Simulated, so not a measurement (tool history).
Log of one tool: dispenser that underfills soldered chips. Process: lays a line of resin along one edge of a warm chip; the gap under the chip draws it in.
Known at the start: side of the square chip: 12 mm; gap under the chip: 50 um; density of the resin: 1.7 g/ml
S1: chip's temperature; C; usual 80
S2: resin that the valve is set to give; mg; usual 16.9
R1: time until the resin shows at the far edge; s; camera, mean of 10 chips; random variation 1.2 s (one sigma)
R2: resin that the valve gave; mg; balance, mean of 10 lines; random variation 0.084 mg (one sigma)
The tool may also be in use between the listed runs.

{"run": 1, "hour": 0.0, "S1": 80, "S2": 16.9, "R1": 146.8, "R2": 16.14}
{"hour": 2.8, "done": "new syringe of resin"}
{"run": 2, "hour": 3.2, "S1": 80, "S2": 16.9, "R1": 126.0, "R2": 16.02}
{"run": 3, "hour": 6.5, "S1": 80, "S2": 16.9, "R1": 143.3, "R2": 16.04}
{"hour": 10.5, "done": "new syringe of resin"}
{"run": 4, "hour": 10.8, "S1": 80, "S2": 16.9, "R1": 124.5, "R2": 15.92}
{"run": 5, "hour": 13.4, "S1": 79, "S2": 16.9, "R1": 143.3, "R2": 15.92}
{"run": 6, "hour": 16.2, "S1": 79, "S2": 16.9, "R1": 160.0, "R2": 15.91}
{"hour": 18.1, "done": "new syringe of resin"}
{"run": 7, "hour": 20.7, "S1": 80, "S2": 16.9, "R1": 135.7, "R2": 15.99}
{"run": 8, "hour": 23.2, "S1": 80, "S2": 14.9, "R1": 155.3, "R2": 14.04}
{"hour": 25.8, "done": "new syringe of resin"}
{"run": 9, "hour": 26.5, "S1": 80, "S2": 14.9, "R1": 133.6, "R2": 13.91}
{"run": 10, "hour": 30.0, "S1": 83, "S2": 16.9, "R1": 126.6, "R2": 15.8}
{"hour": 33.4, "done": "new syringe of resin"}
{"run": 11, "hour": 33.5, "S1": 80, "S2": 15.5, "R1": 128.6, "R2": 14.44}
{"run": 12, "hour": 38.4, "S1": 80, "S2": 19.9, "R1": 146.5, "R2": 18.59}
{"hour": 40.9, "done": "new syringe of resin"}
{"run": 13, "hour": 43.1, "S1": 80, "S2": 15.0, "R1": 142.4, "R2": 13.94}
{"run": 14, "hour": 46.5, "S1": 80, "S2": 15.0, "R1": 160.3, "R2": 13.87}
{"hour": 48.5, "done": "new syringe of resin"}
{"run": 15, "hour": 50.7, "S1": 80, "S2": 16.9, "R1": 134.7, "R2": 15.68}
{"run": 16, "hour": 55.4, "S1": 80, "S2": 16.9, "R1": 157.4, "R2": 15.58}
{"hour": 56.1, "done": "new syringe of resin"}
{"run": 17, "hour": 58.8, "S1": 80, "S2": 14.8, "R1": 145.0, "R2": 13.73}
{"hour": 60.2, "done": "dispensing valve cleaned and set on the balance"}
{"hour": 64.6, "done": "new syringe of resin"}
{"run": 18, "hour": 64.6, "S1": 80, "S2": 14.8, "R1": 123.8, "R2": 14.87}
{"run": 19, "hour": 67.7, "S1": 80, "S2": 19.2, "R1": 133.5, "R2": 18.94}
{"run": 20, "hour": 71.1, "S1": 80, "S2": 19.2, "R1": 154.6, "R2": 18.98}
{"hour": 72.0, "done": "new syringe of resin"}
{"run": 21, "hour": 73.5, "S1": 80, "S2": 19.2, "R1": 125.6, "R2": 19.22}
{"run": 22, "hour": 77.7, "S1": 80, "S2": 19.2, "R1": 148.8, "R2": 18.95}
{"hour": 79.7, "done": "new syringe of resin"}
{"run": 23, "hour": 82.1, "S1": 80, "S2": 19.2, "R1": 133.3, "R2": 18.97}
{"run": 24, "hour": 85.1, "S1": 80, "S2": 19.2, "R1": 147.2, "R2": 19.02}
{"hour": 87.2, "done": "new syringe of resin"}
{"run": 25, "hour": 89.0, "S1": 80, "S2": 20.8, "R1": 124.5, "R2": 20.48}
{"run": 26, "hour": 93.0, "S1": 80, "S2": 16.3, "R1": 151.1, "R2": 16.02}
{"hour": 95.0, "done": "new syringe of resin"}
{"run": 27, "hour": 98.0, "S1": 72, "S2": 20.3, "R1": 192.4, "R2": 19.85}
{"hour": 102.4, "done": "new syringe of resin"}
{"run": 28, "hour": 103.2, "S1": 71, "S2": 17.7, "R1": 185.0, "R2": 17.32}
{"run": 29, "hour": 106.6, "S1": 71, "S2": 17.7, "R1": 213.8, "R2": 17.42}
{"hour": 109.9, "done": "new syringe of resin"}
{"run": 30, "hour": 111.5, "S1": 86, "S2": 20.1, "R1": 100.7, "R2": 19.61}
{"run": 31, "hour": 115.6, "S1": 74, "S2": 15.6, "R1": 209.5, "R2": 15.23}
{"hour": 117.5, "done": "new syringe of resin"}
{"run": 32, "hour": 119.4, "S1": 74, "S2": 15.6, "R1": 181.2, "R2": 15.16}
{"run": 33, "hour": 124.2, "S1": 74, "S2": 15.6, "R1": 214.8, "R2": 15.17}
{"hour": 125.0, "done": "new syringe of resin"}
{"run": 34, "hour": 127.9, "S1": 82, "S2": 17.8, "R1": 126.1, "R2": 17.24}
{"run": 35, "hour": 132.0, "S1": 74, "S2": 15.9, "R1": 218.4, "R2": 15.45}

Hidden state or all else? Some run-to-run changes of R1, split into what the settings, what came in and random variation would give without the hidden state, and what is left for the hidden state (with any gauge scatter that isn't in both results):
The hidden state here: resin's viscosity, % of fresh resin's; dose that the valve gives, % of what is set; true chip temperature over the reading, C; drift of the gauge itself on fill_s, %; drift of the gauge itself on given_mg, %.
Run 29 -> 30: S1 71 -> 86, S2 17.7 -> 20.1, new syringe of resin. R1 -113.1 s: hidden state -28.3, all else -84.8.
Run 30 -> 31: S1 86 -> 74, S2 20.1 -> 15.6. R1 +108.8 s: hidden state +41.9, all else +66.9.
Run 33 -> 34: S1 74 -> 82, S2 15.6 -> 17.8, new syringe of resin. R1 -88.7 s: hidden state -39.3, all else -49.4.
Run 34 -> 35: S1 82 -> 74, S2 17.8 -> 15.9. R1 +92.3 s: hidden state +42.2, all else +50.1.

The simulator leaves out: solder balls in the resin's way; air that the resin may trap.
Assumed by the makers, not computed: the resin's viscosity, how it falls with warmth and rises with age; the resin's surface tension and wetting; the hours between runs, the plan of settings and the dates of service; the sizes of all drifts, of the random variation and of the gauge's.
